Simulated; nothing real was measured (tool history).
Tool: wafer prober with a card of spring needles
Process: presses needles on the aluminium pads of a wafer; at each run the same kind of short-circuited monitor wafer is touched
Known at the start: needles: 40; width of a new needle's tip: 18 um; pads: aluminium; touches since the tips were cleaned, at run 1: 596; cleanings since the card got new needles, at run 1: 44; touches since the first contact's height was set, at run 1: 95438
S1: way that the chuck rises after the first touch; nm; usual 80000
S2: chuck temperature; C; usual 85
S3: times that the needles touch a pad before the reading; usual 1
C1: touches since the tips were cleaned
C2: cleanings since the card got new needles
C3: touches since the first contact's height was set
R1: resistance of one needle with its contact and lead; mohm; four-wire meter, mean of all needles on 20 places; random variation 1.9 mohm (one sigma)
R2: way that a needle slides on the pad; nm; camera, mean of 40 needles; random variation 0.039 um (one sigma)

{"run": 1, "day": 0.0, "S1": 80000, "S2": 85, "S3": 1, "C1": 596, "C2": 44, "C3": 95438, "R1": 217, "R2": 16580}
{"day": 1.042, "done": "tips cleaned on abrasive film"}
{"day": 2.2, "done": "tips cleaned on abrasive film"}
{"run": 2, "day": 2.296, "S1": 80000, "S2": 85, "S3": 1, "C1": 699, "C2": 46, "C3": 112441, "R1": 219, "R2": 16600}
{"day": 3.279, "done": "tips cleaned on abrasive film"}
{"run": 3, "day": 4.296, "S1": 80000, "S2": 85, "S3": 1, "C1": 7540, "C2": 47, "C3": 127274, "R1": 263, "R2": 16460}
{"day": 4.512, "done": "tips cleaned on abrasive film"}
{"day": 5.638, "done": "tips cleaned on abrasive film"}
{"run": 4, "day": 6.012, "S1": 80000, "S2": 85, "S3": 1, "C1": 2778, "C2": 49, "C3": 139969, "R1": 241, "R2": 16470}
{"day": 6.738, "done": "tips cleaned on abrasive film"}
{"run": 5, "day": 7.725, "S1": 66000, "S2": 85, "S3": 1, "C1": 7357, "C2": 50, "C3": 152692, "R1": 295, "R2": 13530}
{"day": 7.875, "done": "tips cleaned on abrasive film"}
{"day": 8.254, "done": "height of the first contact set anew"}
{"day": 8.975, "done": "tips cleaned on abrasive film"}
{"run": 6, "day": 10.038, "S1": 96000, "S2": 122, "S3": 2, "C1": 7894, "C2": 52, "C3": 13231, "R1": 234, "R2": 20140}
{"day": 10.188, "done": "tips cleaned on abrasive film"}
{"day": 11.292, "done": "tips cleaned on abrasive film"}
{"run": 7, "day": 11.292, "S1": 80000, "S2": 46, "S3": 1, "C1": 0, "C2": 54, "C3": 22496, "R1": 200, "R2": 16820}
{"day": 12.471, "done": "tips cleaned on abrasive film"}
{"run": 8, "day": 13.367, "S1": 90000, "S2": 26, "S3": 2, "C1": 6656, "C2": 55, "C3": 37893, "R1": 224, "R2": 18830}
{"day": 13.562, "done": "tips cleaned on abrasive film"}
{"day": 14.662, "done": "tips cleaned on abrasive film"}
{"run": 9, "day": 15.217, "S1": 90000, "S2": 26, "S3": 2, "C1": 4113, "C2": 57, "C3": 51583, "R1": 214, "R2": 18810}
{"day": 15.892, "done": "tips cleaned on abrasive film"}
{"run": 10, "day": 16.308, "S1": 90000, "S2": 26, "S3": 2, "C1": 3090, "C2": 58, "C3": 59677, "R1": 211, "R2": 18780}

3 ways to go on from here, each from the tool as it stands after run 10. What would each give?
{"day": 17.088, "done": "tips cleaned on abrasive film"}
{"run": "A", "day": 18.067, "S1": 90000, "S2": 26, "S3": 1, "C1": 7300, "C2": 59, "C3": 72723, "R1": "?", "R2": "?"}
{"day": 17.088, "done": "tips cleaned on abrasive film"}
{"run": "B", "day": 18.067, "S1": 88000, "S2": 52, "S3": 2, "C1": 7300, "C2": 59, "C3": 72723, "R1": "?", "R2": "?"}
{"day": 17.088, "done": "tips cleaned on abrasive film"}
{"run": "C", "day": 18.067, "S1": 80000, "S2": 34, "S3": 2, "C1": 7300, "C2": 59, "C3": 72723, "R1": "?", "R2": "?"}

run=A R1=241 R2=18740
run=B R1=227 R2=18340
run=C R1=232 R2=16650
Without the tool's hidden state the same runs would have given:
run=A R1=186 R2=18900
run=B R1=193 R2=18500
run=C R1=191 R2=16810

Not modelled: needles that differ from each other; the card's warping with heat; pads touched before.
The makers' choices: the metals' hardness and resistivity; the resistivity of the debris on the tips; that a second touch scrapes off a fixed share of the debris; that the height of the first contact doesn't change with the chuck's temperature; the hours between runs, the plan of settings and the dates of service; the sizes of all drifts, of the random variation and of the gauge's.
